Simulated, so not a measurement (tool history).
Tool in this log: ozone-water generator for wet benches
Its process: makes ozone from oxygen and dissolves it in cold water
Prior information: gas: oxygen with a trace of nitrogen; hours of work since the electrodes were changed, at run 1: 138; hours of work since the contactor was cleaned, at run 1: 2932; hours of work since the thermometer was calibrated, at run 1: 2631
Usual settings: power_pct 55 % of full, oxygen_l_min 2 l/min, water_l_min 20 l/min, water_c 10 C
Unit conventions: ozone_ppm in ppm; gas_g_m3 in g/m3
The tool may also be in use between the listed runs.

run   hour  power_pct  oxygen_l_min  water_l_min  water_c  hours of work since the electrodes were changed  hours of work since the contactor was cleaned  hours of work since the thermometer was calibrated  ozone_ppm  gas_g_m3
  1      0         55             2           20       10                                              138                                           2932                                                2631       9.41     146.6
  2   20.9         55             2           20       10                                              157                                           2950                                                2649       9.45       146
  3     39         55             2           25       10                                              172                                           2966                                                2665       7.14     146.7
  4   65.1         55             2           25       10                                              195                                           2988                                                2688        7.2     146.3
  5    102         55             2           20       10                                              227                                           3021                                                2720       9.47     146.4
  6  138.2         55             2           20       10                                              259                                           3052                                                2752       9.42     145.8
  7    181         55             2           20       10                                              296                                           3089                                                2789       9.42     145.4
  8  222.6         55             2           20       10                                              332                                           3126                                                2825       9.28     145.6
  9  242.2         55          1.34           20       10                                              349                                           3143                                                2842       7.94     170.6
 10  276.4         55             2           20        5                                              379                                           3172                                                2872       9.61     145.8
 11  313.3         89             2           20       10                                              411                                           3205                                                2904      13.86     215.2
 12  336.2         55             2           29       10                                              431                                           3224                                                2924       6.02     145.4
 13  378.1         55             2           29       10                                              468                                           3261                                                2961       6.03     144.8
 14  415.1         55             2           29       10                                              500                                           3293                                                2993       5.95     144.6
 15  434.2         54          2.74           20       10                                              517                                           3310                                                3009      10.21     124.9
 16  458.6         54          2.74           20       10                                              538                                           3331                                                3031      10.31     125.7
 17  482.9         54          2.74           20       10                                              559                                           3352                                                3052      10.21     126.4
 18  517.1         54          1.32           16       15                                              589                                           3382                                                3082       9.65     171.2
 19  555.9         54          1.32           16       15                                              623                                           3416                                                3115       9.66     168.9
 20  590.5         80           2.3           16       15                                              653                                           3446                                                3146      16.14     185.5
 21  610.7         55             2           13        7                                              670                                           3464                                                3163      14.84     144.6
 22    643         42          3.52           24        8                                              698                                           3492                                                3191       7.49      92.4
 23  672.4         42          3.52           24        8                                              724                                           3517                                                3217       7.45      91.6
 24  711.9         55          1.03           30       12                                              758                                           3552                                                3251       4.12     188.2

Branching from run 24: 4 alternative next runs. What would each branch give?
  A  744.3         55          1.03           31        6                                              787                                           3580                                                3279          ?         ?
  B  744.3         48          1.03           30       12                                              787                                           3580                                                3279          ?         ?
  C  744.3         55             2           23       10                                              787                                           3580                                                3279          ?         ?
  D  744.3         55          1.64           20       15                                              787                                           3580                                                3279          ?         ?

run  ozone_ppm  gas_g_m3
  A       4.01       190
  B       3.77     170.9
  C       7.97     144.9
  D       8.34     159.4
Take away the tool's hidden state, keep each run's random variation, and the runs would have read:
run  ozone_ppm  gas_g_m3
  A       4.27     192.3
  B          4     172.7
  C       8.42     146.6
  D       8.78     161.3
